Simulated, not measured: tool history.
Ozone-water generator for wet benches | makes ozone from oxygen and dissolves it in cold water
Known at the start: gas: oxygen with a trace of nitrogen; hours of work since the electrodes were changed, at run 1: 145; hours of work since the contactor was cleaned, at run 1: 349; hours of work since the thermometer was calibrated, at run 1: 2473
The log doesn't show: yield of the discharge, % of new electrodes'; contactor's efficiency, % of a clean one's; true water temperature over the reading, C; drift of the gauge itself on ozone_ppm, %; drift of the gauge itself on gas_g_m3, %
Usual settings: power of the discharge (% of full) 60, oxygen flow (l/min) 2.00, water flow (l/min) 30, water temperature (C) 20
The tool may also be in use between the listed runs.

| run | day | power of the discharge (% of full) | oxygen flow (l/min) | water flow (l/min) | water temperature (C) | hours of work since the electrodes were changed | hours of work since the contactor was cleaned | hours of work since the thermometer was calibrated | dissolved ozone (ppm) | ozone in the gas ahead of the water (g/m3) |
|---|---|---|---|---|---|---|---|---|---|---|
| 1 | 0.000 | 60 | 2.00 | 30 | 20 | 145 | 349 | 2473 | 10.9 | 233.3 |
| 2 | 1.250 | 60 | 2.00 | 30 | 20 | 172 | 376 | 2500 | 10.9 | 231.2 |
| 3 | 2.454 | 60 | 2.00 | 30 | 20 | 198 | 402 | 2526 | 11.1 | 232.1 |
| 4 | 3.875 | 60 | 2.00 | 30 | 20 | 228 | 433 | 2556 | 11.0 | 233.4 |
| 5 | 5.408 | 60 | 2.00 | 30 | 20 | 261 | 466 | 2589 | 10.8 | 229.7 |
| 6 | 6.942 | 60 | 2.00 | 30 | 20 | 294 | 498 | 2622 | 10.9 | 231.2 |
| 7 | 7.725 | 60 | 2.00 | 30 | 20 | 311 | 515 | 2639 | 10.9 | 232.9 |
| 8 | 8.771 | 60 | 2.00 | 30 | 20 | 334 | 538 | 2661 | 10.8 | 233.0 |
| 9 | 9.996 | 60 | 2.00 | 30 | 20 | 360 | 564 | 2688 | 10.7 | 232.6 |
| 10 | 10.979 | 97 | 2.00 | 30 | 20 | 381 | 585 | 2709 | 15.4 | 326.7 |
| 11 | 11.700 | 97 | 2.00 | 30 | 20 | 397 | 601 | 2724 | 15.4 | 329.4 |
| 12 | 13.075 | 97 | 2.00 | 30 | 20 | 426 | 630 | 2754 | 15.3 | 328.5 |
| 13 | 14.475 | 97 | 2.00 | 30 | 20 | 456 | 661 | 2784 | 15.4 | 326.8 |
| 14 | 15.708 | 97 | 2.00 | 30 | 20 | 483 | 687 | 2811 | 15.4 | 329.6 |
|  | 17.071 | water thermometer calibrated |
| 15 | 17.071 | 97 | 2.00 | 30 | 20 | 512 | 716 | 0 | 15.4 | 327.9 |
| 16 | 17.796 | 97 | 2.00 | 30 | 20 | 527 | 731 | 16 | 15.2 | 325.6 |
| 17 | 19.042 | 51 | 2.98 | 30 | 25 | 554 | 758 | 42 | 11.2 | 183.9 |
| 18 | 20.162 | 86 | 2.66 | 30 | 25 | 578 | 782 | 66 | 15.7 | 275.9 |
| 19 | 21.479 | 86 | 2.66 | 30 | 25 | 606 | 811 | 95 | 15.6 | 274.2 |
| 20 | 22.900 | 86 | 2.66 | 30 | 25 | 637 | 841 | 125 | 15.5 | 275.6 |
| 21 | 23.554 | 56 | 2.00 | 30 | 20 | 651 | 855 | 139 | 10.2 | 221.5 |
| 22 | 24.738 | 56 | 2.00 | 30 | 20 | 676 | 881 | 165 | 10.2 | 222.0 |
| 23 | 25.758 | 56 | 2.00 | 30 | 20 | 698 | 903 | 187 | 10.5 | 220.0 |
| 24 | 26.629 | 56 | 2.00 | 36 | 16 | 717 | 921 | 206 | 8.9 | 223.1 |
| 25 | 28.212 | 56 | 2.00 | 36 | 16 | 751 | 955 | 240 | 8.6 | 219.6 |
| 26 | 29.371 | 56 | 2.72 | 18 | 21 | 776 | 980 | 264 | 18.9 | 200.1 |
| 27 | 30.479 | 60 | 1.06 | 29 | 17 | 800 | 1004 | 288 | 8.2 | 280.3 |
| 28 | 31.192 | 60 | 1.06 | 29 | 17 | 815 | 1020 | 304 | 8.0 | 283.3 |
| 29 | 32.400 | 60 | 1.06 | 29 | 17 | 841 | 1046 | 330 | 8.0 | 280.8 |
| 30 | 33.775 | 60 | 2.79 | 43 | 19 | 871 | 1075 | 359 | 8.7 | 208.8 |
| 31 | 34.658 | 60 | 1.32 | 22 | 21 | 890 | 1094 | 378 | 11.9 | 262.9 |
| 32 | 35.854 | 60 | 1.32 | 22 | 21 | 915 | 1120 | 404 | 11.9 | 266.2 |

How the hidden state differs across the entries between the runs, from the last listed run before each to the first after it:
Between runs 14 and 15: water thermometer calibrated (day 17.071)
  no hidden state differs between the two runs
